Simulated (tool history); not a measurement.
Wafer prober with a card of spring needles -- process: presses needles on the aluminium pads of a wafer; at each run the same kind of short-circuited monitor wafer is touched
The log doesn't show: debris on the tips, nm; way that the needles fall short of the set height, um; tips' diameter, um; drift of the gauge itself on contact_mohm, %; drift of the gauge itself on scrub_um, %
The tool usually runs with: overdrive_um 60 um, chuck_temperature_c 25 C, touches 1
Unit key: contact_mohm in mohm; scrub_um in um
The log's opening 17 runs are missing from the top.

| run | hour | overdrive_um | chuck_temperature_c | touches | touches since the tips were cleaned | cleanings since the card got new needles | touches since the first contact's height was set | contact_mohm | scrub_um |
|---|---|---|---|---|---|---|---|---|---|
|  | 274.1 | tips cleaned on abrasive film |
| 18 | 290.1 | 60 | 25 | 1 | 7814 | 26 | 25688 | 170 | 14.96 |
|  | 292.2 | tips cleaned on abrasive film |
| 19 | 308.8 | 60 | 25 | 1 | 8132 | 27 | 34838 | 174 | 15.01 |
|  | 310.7 | tips cleaned on abrasive film |
|  | 328.5 | tips cleaned on abrasive film |
| 20 | 335.2 | 45 | 25 | 3 | 3294 | 29 | 47699 | 160 | 11.01 |
|  | 346.3 | tips cleaned on abrasive film |
| 21 | 348.9 | 45 | 43 | 2 | 1272 | 30 | 54376 | 164 | 11.15 |
|  | 364.2 | tips cleaned on abrasive film |
| 22 | 372.6 | 41 | 25 | 1 | 4142 | 31 | 65954 | 198 | 10.03 |
|  | 382.1 | tips cleaned on abrasive film |
| 23 | 384.8 | 41 | 25 | 1 | 1348 | 32 | 71892 | 178 | 10.02 |
|  | 399.9 | tips cleaned on abrasive film |
| 24 | 409 | 41 | 25 | 1 | 4447 | 33 | 83701 | 203 | 10.01 |
|  | 417.5 | tips cleaned on abrasive film |
| 25 | 424.4 | 41 | 25 | 1 | 3399 | 34 | 91194 | 194 | 9.94 |
|  | 436.5 | tips cleaned on abrasive film |
| 26 | 445.4 | 56 | 29 | 1 | 4348 | 35 | 101451 | 173 | 13.53 |
|  | 454.8 | tips cleaned on abrasive film |
| 27 | 463.6 | 70 | 84 | 1 | 4322 | 36 | 110333 | 169 | 17.51 |
|  | 472.5 | tips cleaned on abrasive film |
| 28 | 482.2 | 41 | 93 | 2 | 4760 | 37 | 119428 | 191 | 9.9 |
|  | 491.6 | tips cleaned on abrasive film |
| 29 | 499.4 | 68 | 59 | 2 | 3816 | 38 | 127812 | 158 | 16.55 |
|  | 509.8 | tips cleaned on abrasive film |
| 30 | 525.2 | 44 | 25 | 1 | 7559 | 39 | 140406 | 202 | 10.71 |
|  | 528.4 | tips cleaned on abrasive film |
| 31 | 536.7 | 44 | 25 | 1 | 4056 | 40 | 145991 | 193 | 10.62 |
|  | 545.7 | tips cleaned on abrasive film |
| 32 | 550 | 79 | 25 | 1 | 2094 | 41 | 152485 | 149 | 19.22 |
|  | 563 | tips cleaned on abrasive film |
| 33 | 574.4 | 60 | 28 | 1 | 5566 | 42 | 164394 | 169 | 14.45 |

3 ways to go on from here, each from the tool as it stands after run 33. What would each give?
|  | 581.4 | tips cleaned on abrasive film |
| A | 593 | 49 | 49 | 1 | 5711 | 43 | 173479 | ? | ? |
|  | 581.4 | tips cleaned on abrasive film |
| B | 593 | 40 | 124 | 3 | 5711 | 43 | 173479 | ? | ? |
|  | 581.4 | tips cleaned on abrasive film |
| C | 593 | 70 | 28 | 1 | 5711 | 43 | 173479 | ? | ? |

| run | contact_mohm | scrub_um |
|---|---|---|
| A | 189 | 11.66 |
| B | 191 | 9.59 |
| C | 166 | 16.91 |
Had the tool no hidden state, the same runs would have come out as:
| run | contact_mohm | scrub_um |
|---|---|---|
| A | 147 | 12.18 |
| B | 168 | 10.11 |
| C | 143 | 17.43 |

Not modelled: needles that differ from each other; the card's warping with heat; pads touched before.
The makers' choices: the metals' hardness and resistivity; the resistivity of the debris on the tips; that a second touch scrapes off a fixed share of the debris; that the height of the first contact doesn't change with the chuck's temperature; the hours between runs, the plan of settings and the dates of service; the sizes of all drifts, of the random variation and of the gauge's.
